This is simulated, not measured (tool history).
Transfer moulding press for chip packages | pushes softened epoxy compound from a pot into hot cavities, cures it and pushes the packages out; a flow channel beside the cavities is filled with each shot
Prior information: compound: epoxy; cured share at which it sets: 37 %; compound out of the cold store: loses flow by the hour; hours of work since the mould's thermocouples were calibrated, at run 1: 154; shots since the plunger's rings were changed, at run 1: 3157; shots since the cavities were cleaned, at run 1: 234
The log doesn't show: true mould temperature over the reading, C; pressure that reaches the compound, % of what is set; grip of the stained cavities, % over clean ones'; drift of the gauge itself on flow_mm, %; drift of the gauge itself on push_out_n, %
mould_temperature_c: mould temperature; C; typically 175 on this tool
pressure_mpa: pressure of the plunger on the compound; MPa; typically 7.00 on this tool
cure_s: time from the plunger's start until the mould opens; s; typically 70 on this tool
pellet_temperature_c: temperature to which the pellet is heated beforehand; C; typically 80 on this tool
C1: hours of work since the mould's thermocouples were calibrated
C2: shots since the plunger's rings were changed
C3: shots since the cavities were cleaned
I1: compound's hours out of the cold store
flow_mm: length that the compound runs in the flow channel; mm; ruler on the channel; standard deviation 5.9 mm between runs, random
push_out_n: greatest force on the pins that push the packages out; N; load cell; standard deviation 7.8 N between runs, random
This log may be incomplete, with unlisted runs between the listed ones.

{"run": 1, "day": 0.0, "mould_temperature_c": 175, "pressure_mpa": 7.0, "cure_s": 70, "pellet_temperature_c": 80, "C1": 154, "C2": 3157, "C3": 234, "I1": 43.0, "flow_mm": 704, "push_out_n": 460}
{"day": 0.675, "done": "cavities cleaned with cleaning compound and waxed"}
{"day": 1.146, "done": "plunger's sealing rings changed"}
{"run": 2, "day": 1.942, "mould_temperature_c": 175, "pressure_mpa": 7.0, "cure_s": 70, "pellet_temperature_c": 80, "C1": 180, "C2": 248, "C3": 363, "I1": 19.0, "flow_mm": 807, "push_out_n": 539}
{"day": 2.271, "done": "cavities cleaned with cleaning compound and waxed"}
{"run": 3, "day": 3.238, "mould_temperature_c": 175, "pressure_mpa": 7.0, "cure_s": 70, "pellet_temperature_c": 80, "C1": 198, "C2": 631, "C3": 301, "I1": 35.1, "flow_mm": 763, "push_out_n": 492}
{"day": 3.717, "done": "cavities cleaned with cleaning compound and waxed"}
{"run": 4, "day": 4.508, "mould_temperature_c": 175, "pressure_mpa": 7.0, "cure_s": 70, "pellet_temperature_c": 80, "C1": 215, "C2": 1009, "C3": 247, "I1": 19.4, "flow_mm": 800, "push_out_n": 470}
{"day": 5.25, "done": "cavities cleaned with cleaning compound and waxed"}
{"day": 6.671, "done": "cavities cleaned with cleaning compound and waxed"}
{"run": 5, "day": 7.138, "mould_temperature_c": 175, "pressure_mpa": 7.0, "cure_s": 70, "pellet_temperature_c": 80, "C1": 252, "C2": 1789, "C3": 146, "I1": 25.0, "flow_mm": 771, "push_out_n": 433}
{"day": 8.196, "done": "cavities cleaned with cleaning compound and waxed"}
{"run": 6, "day": 8.704, "mould_temperature_c": 175, "pressure_mpa": 7.0, "cure_s": 70, "pellet_temperature_c": 80, "C1": 274, "C2": 2258, "C3": 159, "I1": 30.7, "flow_mm": 752, "push_out_n": 455}
{"day": 9.629, "done": "cavities cleaned with cleaning compound and waxed"}
{"day": 11.138, "done": "cavities cleaned with cleaning compound and waxed"}
{"run": 7, "day": 11.138, "mould_temperature_c": 175, "pressure_mpa": 7.0, "cure_s": 70, "pellet_temperature_c": 80, "C1": 308, "C2": 2977, "C3": 0, "I1": 47.9, "flow_mm": 693, "push_out_n": 359}
{"day": 12.571, "done": "cavities cleaned with cleaning compound and waxed"}
{"day": 12.925, "done": "plunger's sealing rings changed"}
{"day": 14.104, "done": "cavities cleaned with cleaning compound and waxed"}
{"run": 8, "day": 14.104, "mould_temperature_c": 175, "pressure_mpa": 7.0, "cure_s": 70, "pellet_temperature_c": 80, "C1": 348, "C2": 348, "C3": 0, "I1": 11.1, "flow_mm": 842, "push_out_n": 368}
{"day": 15.512, "done": "cavities cleaned with cleaning compound and waxed"}
{"run": 9, "day": 15.512, "mould_temperature_c": 175, "pressure_mpa": 7.0, "cure_s": 70, "pellet_temperature_c": 80, "C1": 368, "C2": 768, "C3": 0, "I1": 26.6, "flow_mm": 791, "push_out_n": 351}
{"day": 17.05, "done": "cavities cleaned with cleaning compound and waxed"}
{"day": 18.504, "done": "cavities cleaned with cleaning compound and waxed"}
{"run": 10, "day": 18.504, "mould_temperature_c": 175, "pressure_mpa": 7.0, "cure_s": 82, "pellet_temperature_c": 80, "C1": 410, "C2": 1661, "C3": 0, "I1": 43.1, "flow_mm": 725, "push_out_n": 295}
{"day": 19.958, "done": "cavities cleaned with cleaning compound and waxed"}
{"run": 11, "day": 20.788, "mould_temperature_c": 175, "pressure_mpa": 7.0, "cure_s": 70, "pellet_temperature_c": 80, "C1": 442, "C2": 2352, "C3": 258, "I1": 43.8, "flow_mm": 699, "push_out_n": 502}
{"day": 21.408, "done": "cavities cleaned with cleaning compound and waxed"}
{"day": 22.912, "done": "cavities cleaned with cleaning compound and waxed"}
{"run": 12, "day": 23.308, "mould_temperature_c": 175, "pressure_mpa": 7.0, "cure_s": 70, "pellet_temperature_c": 76, "C1": 478, "C2": 3100, "C3": 124, "I1": 16.6, "flow_mm": 784, "push_out_n": 453}
{"day": 24.479, "done": "plunger's sealing rings changed"}
{"day": 24.542, "done": "cavities cleaned with cleaning compound and waxed"}
{"run": 13, "day": 25.458, "mould_temperature_c": 175, "pressure_mpa": 7.0, "cure_s": 70, "pellet_temperature_c": 76, "C1": 507, "C2": 285, "C3": 285, "I1": 33.0, "flow_mm": 767, "push_out_n": 501}
{"day": 25.992, "done": "cavities cleaned with cleaning compound and waxed"}
{"run": 14, "day": 27.083, "mould_temperature_c": 175, "pressure_mpa": 7.0, "cure_s": 70, "pellet_temperature_c": 76, "C1": 530, "C2": 772, "C3": 339, "I1": 13.0, "flow_mm": 828, "push_out_n": 548}
{"day": 27.646, "done": "mould's thermocouples calibrated"}
{"day": 27.708, "done": "cavities cleaned with cleaning compound and waxed"}
{"day": 29.188, "done": "cavities cleaned with cleaning compound and waxed"}
{"run": 15, "day": 29.225, "mould_temperature_c": 182, "pressure_mpa": 5.63, "cure_s": 63, "pellet_temperature_c": 89, "C1": 21, "C2": 1375, "C3": 12, "I1": 43.7, "flow_mm": 630, "push_out_n": 306}

Run 16 is up next; what results do you expect?
{"day": 30.671, "done": "cavities cleaned with cleaning compound and waxed"}
{"run": 16, "day": 30.925, "mould_temperature_c": 175, "pressure_mpa": 8.73, "cure_s": 84, "pellet_temperature_c": 80, "C1": 45, "C2": 1886, "C3": 80, "I1": 31.2, "flow_mm": "?", "push_out_n": "?"}

Run 16 produced flow_mm 845 mm, push_out_n 344 N.
If the tool had no hidden condition, the same run with the same run-to-run variation would have returned flow_mm 881 mm, push_out_n 297 N.
